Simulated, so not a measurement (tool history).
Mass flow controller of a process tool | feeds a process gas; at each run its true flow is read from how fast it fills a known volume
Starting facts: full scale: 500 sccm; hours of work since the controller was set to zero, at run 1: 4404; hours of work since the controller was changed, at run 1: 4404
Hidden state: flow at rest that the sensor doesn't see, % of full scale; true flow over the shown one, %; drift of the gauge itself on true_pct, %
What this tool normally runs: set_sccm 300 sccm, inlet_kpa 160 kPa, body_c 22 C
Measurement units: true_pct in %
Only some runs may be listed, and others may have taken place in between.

run,hour,set_sccm,inlet_kpa,body_c,hours of work since the controller was set to zero,hours of work since the controller was changed,true_pct
1,0,300,160,22,4404,4404,99.73
2,54.1,300,160,25,4439,4439,99.43
3,131.1,300,160,25,4488,4488,99.53
4,185.2,300,160,21,4523,4523,100.07
5,219.7,300,160,21,4545,4545,99.9
6,261.8,300,160,21,4573,4573,100
7,317.2,300,160,21,4608,4608,99.93
8,385.5,300,178,21,4652,4652,99.92
9,463.5,300,160,22,4703,4703,99.8
10,515.9,300,160,22,4736,4736,99.73
11,575.6,300,160,22,4775,4775,99.7
12,628.9,300,160,22,4809,4809,99.88
13,681.2,300,238,22,4843,4843,100.21
14,748.7,300,238,32,4887,4887,99.17
15,821.5,187,222,33,4933,4933,98.82
16,861.9,182,222,34,4960,4960,98.57
17,920.8,103,222,34,4998,4998,98.34
18,963,156,160,31,5025,5025,98.54
19,1007.2,285,159,24,5053,5053,99.6
20,1046.5,125,246,24,5079,5079,99.8
21,1090.7,118,218,35,5107,5107,98.28
22,1159.5,89,168,23,5151,5151,99.43
23,1225.1,75,164,28,5194,5194,98.88
24,1264.8,226,144,39,5219,5219,97.56
25,1327.7,262,160,23,5260,5260,99.75
26,1403.8,262,234,23,5309,5309,100.08
27,1439.9,262,234,23,5332,5332,99.99

What if the next run were any one of these 5? Each begins from the tool's condition after run 27:
A,1489.3,262,166,35,5364,5364,?
B,1489.3,300,186,20,5364,5364,?
C,1489.3,66,147,30,5364,5364,?
D,1489.3,311,159,24,5364,5364,?
E,1489.3,259,234,21,5364,5364,?

run,true_pct
A,98.23
B,100.18
C,98.58
D,99.68
E,100.4
What these runs would have given with no unlogged condition in the tool:
run,true_pct
A,98.25
B,100.19
C,98.63
D,99.7
E,100.41

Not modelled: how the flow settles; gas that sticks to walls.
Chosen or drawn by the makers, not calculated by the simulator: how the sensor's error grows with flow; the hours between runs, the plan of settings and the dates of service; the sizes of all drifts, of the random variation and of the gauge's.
